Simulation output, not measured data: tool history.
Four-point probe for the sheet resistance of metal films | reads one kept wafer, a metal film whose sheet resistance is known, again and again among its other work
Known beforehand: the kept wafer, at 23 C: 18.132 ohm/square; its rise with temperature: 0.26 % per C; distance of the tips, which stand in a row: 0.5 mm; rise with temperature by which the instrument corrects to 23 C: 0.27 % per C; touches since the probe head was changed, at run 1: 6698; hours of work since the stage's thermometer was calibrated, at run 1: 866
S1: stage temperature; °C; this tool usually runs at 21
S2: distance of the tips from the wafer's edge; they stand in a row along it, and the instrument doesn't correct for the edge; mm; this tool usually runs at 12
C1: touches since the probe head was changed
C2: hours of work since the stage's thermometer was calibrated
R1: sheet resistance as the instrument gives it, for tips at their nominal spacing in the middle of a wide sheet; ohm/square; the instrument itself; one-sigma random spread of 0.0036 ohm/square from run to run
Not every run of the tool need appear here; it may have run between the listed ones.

Run 1, hour 0: usual settings; C1 6698; C2 866. Result: R1 18.301697 ohm/square.
Run 2, hour 13.4: usual settings but S2 31 mm; C1 7090; C2 873. Result: R1 18.283847 ohm/square.
Run 3, hour 24.3: usual settings but S2 31 mm; C1 7406; C2 878. Result: R1 18.282869 ohm/square.
Run 4, hour 34.9: usual settings; C1 7716; C2 884. Result: R1 18.297773 ohm/square.
Run 5, hour 46: usual settings but S2 62 mm; C1 8040; C2 889. Result: R1 18.279183 ohm/square.
Run 6, hour 57.5: usual settings but S2 62 mm; C1 8376; C2 895. Result: R1 18.282722 ohm/square.
Run 7, hour 71.4: usual settings but S2 62 mm; C1 8781; C2 902. Result: R1 18.287803 ohm/square.
Run 8, hour 83.6: usual settings but S1 32 °C; C1 9137; C2 908. Result: R1 18.28417 ohm/square.
Run 9, hour 93.9: usual settings; C1 9439; C2 913. Result: R1 18.300765 ohm/square.
Run 10, hour 105.7: usual settings; C1 9781; C2 919. Result: R1 18.292962 ohm/square.
Run 11, hour 113.1: usual settings; C1 9996; C2 922. Result: R1 18.290079 ohm/square.
Run 12, hour 119.7: usual settings; C1 10190; C2 926. Result: R1 18.300667 ohm/square.
Run 13, hour 130.4: usual settings but S1 23 °C; C1 10503; C2 931. Result: R1 18.296506 ohm/square.
Run 14, hour 139: usual settings but S1 23 °C; C1 10754; C2 935. Result: R1 18.29745 ohm/square.
Run 15, hour 146.2: usual settings; C1 10965; C2 939. Result: R1 18.290074 ohm/square.
Run 16, hour 159.5: usual settings; C1 11353; C2 946. Result: R1 18.288472 ohm/square.
Run 17, hour 171.9: usual settings but S2 29 mm; C1 11712; C2 952. Result: R1 18.277902 ohm/square.
At hour 173.2: stage's thermometer calibrated.
Run 18, hour 180.2: usual settings; C1 11941; C2 3. Result: R1 18.303772 ohm/square.
Run 19, hour 193.8: usual settings; C1 12337; C2 10. Result: R1 18.313395 ohm/square.
Run 20, hour 204.6: usual settings; C1 12652; C2 16. Result: R1 18.308874 ohm/square.
Run 21, hour 213.3: usual settings but S1 24 °C, S2 5 mm; C1 12905; C2 20. Result: R1 18.379835 ohm/square.
Run 22, hour 226.5: usual settings but S1 24 °C, S2 20 mm; C1 13291; C2 26. Result: R1 18.290092 ohm/square.
At hour 230.3: stage's thermometer calibrated, once more.
Run 23, hour 234.5: usual settings but S1 32 °C, S2 21 mm; C1 13511; C2 2. Result: R1 18.252023 ohm/square.
Run 24, hour 245.2: usual settings but S1 34 °C, S2 18 mm; C1 13822; C2 7. Result: R1 18.253602 ohm/square.
Run 25, hour 258: usual settings but S2 18 mm; C1 14197; C2 14. Result: R1 18.26122 ohm/square.
Run 26, hour 269.7: usual settings but S1 25 °C, S2 30 mm; C1 14536; C2 20. Result: R1 18.25227 ohm/square.
Run 27, hour 275.9: usual settings but S1 31 °C, S2 9 mm; C1 14719; C2 23. Result: R1 18.273827 ohm/square.
Run 28, hour 283.9: usual settings but S1 23 °C, S2 30 mm; C1 14953; C2 27. Result: R1 18.255662 ohm/square.
Run 29, hour 297.2: usual settings but S2 20 mm; C1 15340; C2 33. Result: R1 18.255326 ohm/square.
Run 30, hour 310.3: usual settings but S2 20 mm; C1 15721; C2 40. Result: R1 18.256126 ohm/square.
Run 31, hour 318: usual settings but S1 34 °C, S2 3 mm; C1 15946; C2 44. Result: R1 18.511286 ohm/square.
Run 32, hour 325.8: usual settings but S2 6 mm; C1 16174; C2 47. Result: R1 18.317245 ohm/square.
Run 33, hour 333.5: usual settings but S2 6 mm; C1 16399; C2 51. Result: R1 18.317349 ohm/square.
Run 34, hour 342.7: usual settings but S2 9 mm; C1 16666; C2 56. Result: R1 18.284611 ohm/square.
Run 35, hour 349.7: usual settings but S2 9 mm; C1 16870; C2 59. Result: R1 18.287218 ohm/square.

5 options for the next run, each taken on its own from the tool as it stands now. Forecast them:
Run A, hour 358.7: usual settings but S1 19 °C, S2 45 mm; C1 17133; C2 64. Result: R1 ?.
Run B, hour 358.7: usual settings but S1 23 °C, S2 14 mm; C1 17133; C2 64. Result: R1 ?.
Run C, hour 358.7: usual settings but S2 18 mm; C1 17133; C2 64. Result: R1 ?.
Run D, hour 358.7: usual settings but S2 10 mm; C1 17133; C2 64. Result: R1 ?.
Run E, hour 358.7: usual settings but S1 33 °C, S2 9 mm; C1 17133; C2 64. Result: R1 ?.

run         R1
  A  18.252077
  B   18.27385
  C  18.255504
  D   18.27285
  E  18.271064
What these runs would have given with no unlogged condition in the tool:
run         R1
  A  18.135751
  B  18.157415
  C  18.139172
  D  18.156415
  E  18.154714
